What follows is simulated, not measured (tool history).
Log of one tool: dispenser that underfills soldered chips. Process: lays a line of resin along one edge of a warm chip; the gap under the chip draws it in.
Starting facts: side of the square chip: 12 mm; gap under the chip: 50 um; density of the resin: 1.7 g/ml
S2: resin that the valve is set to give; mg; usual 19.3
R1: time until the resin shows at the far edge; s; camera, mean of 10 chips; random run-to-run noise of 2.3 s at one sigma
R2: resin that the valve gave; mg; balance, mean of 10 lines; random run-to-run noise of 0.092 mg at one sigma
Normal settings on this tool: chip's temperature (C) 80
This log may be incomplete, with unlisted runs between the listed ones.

Run 1, day 0.000: usual settings. Result: R1 235.2 s, R2 18.03 mg.
Run 2, day 0.175: usual settings but chip's temperature (C) 81. Result: R1 251.9 s, R2 17.75 mg.
Run 3, day 0.404: usual settings but chip's temperature (C) 81. Result: R1 281.2 s, R2 17.70 mg.
At day 0.542: new syringe of resin.
Run 4, day 0.662: usual settings but chip's temperature (C) 66. Result: R1 483.8 s, R2 17.71 mg.
Run 5, day 0.892: usual settings but S2 19.1 mg. Result: R1 288.3 s, R2 17.50 mg.
At day 1.088: new syringe of resin.
Run 6, day 1.233: usual settings but S2 19.1 mg. Result: R1 264.0 s, R2 17.49 mg.
Run 7, day 1.571: usual settings but S2 19.1 mg. Result: R1 308.7 s, R2 17.42 mg.
At day 1.642: new syringe of resin.
Run 8, day 1.921: usual settings but S2 19.1 mg. Result: R1 276.5 s, R2 17.36 mg.
Run 9, day 2.167: usual settings but S2 18.5 mg. Result: R1 311.0 s, R2 16.51 mg.
At day 2.208: new syringe of resin.
Run 10, day 2.392: usual settings but S2 18.5 mg. Result: R1 269.8 s, R2 16.68 mg.
Run 11, day 2.558: usual settings but S2 20.2 mg. Result: R1 287.1 s, R2 18.10 mg.
At day 2.771: new syringe of resin.
Run 12, day 2.892: usual settings but S2 20.2 mg. Result: R1 254.8 s, R2 17.86 mg.
Run 13, day 3.038: usual settings but S2 20.2 mg. Result: R1 276.2 s, R2 17.86 mg.
At day 3.321: new syringe of resin.
Run 14, day 3.383: usual settings. Result: R1 254.9 s, R2 16.98 mg.
Run 15, day 3.658: usual settings. Result: R1 290.0 s, R2 16.94 mg.
At day 3.875: new syringe of resin.
Run 16, day 3.971: usual settings. Result: R1 256.1 s, R2 16.98 mg.
Run 17, day 4.275: usual settings. Result: R1 300.6 s, R2 16.81 mg.
At day 4.429: new syringe of resin.
Run 18, day 4.617: usual settings but chip's temperature (C) 83. Result: R1 236.5 s, R2 16.74 mg.
At day 4.883: dispensing valve cleaned and set on the balance.
Run 19, day 4.954: usual settings but chip's temperature (C) 83, S2 16.5 mg. Result: R1 279.2 s, R2 16.45 mg.
At day 5.025: new syringe of resin.
Run 20, day 5.288: usual settings but chip's temperature (C) 83, S2 16.5 mg. Result: R1 243.6 s, R2 16.48 mg.
Run 21, day 5.433: usual settings but chip's temperature (C) 91, S2 21.6 mg. Result: R1 179.1 s, R2 21.47 mg.
At day 5.575: new syringe of resin.
Run 22, day 5.792: usual settings but chip's temperature (C) 81, S2 17.3 mg. Result: R1 265.5 s, R2 17.08 mg.
Run 23, day 6.067: usual settings but chip's temperature (C) 81, S2 16.4 mg. Result: R1 310.2 s, R2 16.05 mg.
At day 6.125: new syringe of resin.
Run 24, day 6.288: usual settings but chip's temperature (C) 93, S2 18.3 mg. Result: R1 154.5 s, R2 17.92 mg.
Run 25, day 6.638: usual settings but chip's temperature (C) 73, S2 19.0 mg. Result: R1 439.0 s, R2 18.56 mg.
At day 6.679: new syringe of resin.
Run 26, day 6.817: usual settings but chip's temperature (C) 73, S2 19.0 mg. Result: R1 356.7 s, R2 18.38 mg.
Run 27, day 6.967: usual settings but chip's temperature (C) 81, S2 22.0 mg. Result: R1 268.7 s, R2 21.45 mg.
Run 28, day 7.129: usual settings but chip's temperature (C) 91, S2 22.1 mg. Result: R1 191.3 s, R2 21.41 mg.

Forecast run 29:
At day 7.221: new syringe of resin.
Run 29, day 7.483: usual settings but chip's temperature (C) 91, S2 22.1 mg. Result: R1 ?, R2 ?.

{"run 29": {"R1": 170.6, "R2": 21.21}}
Had the tool carried no hidden state, the very same run would have given R1 144.3 s, R2 21.99 mg.
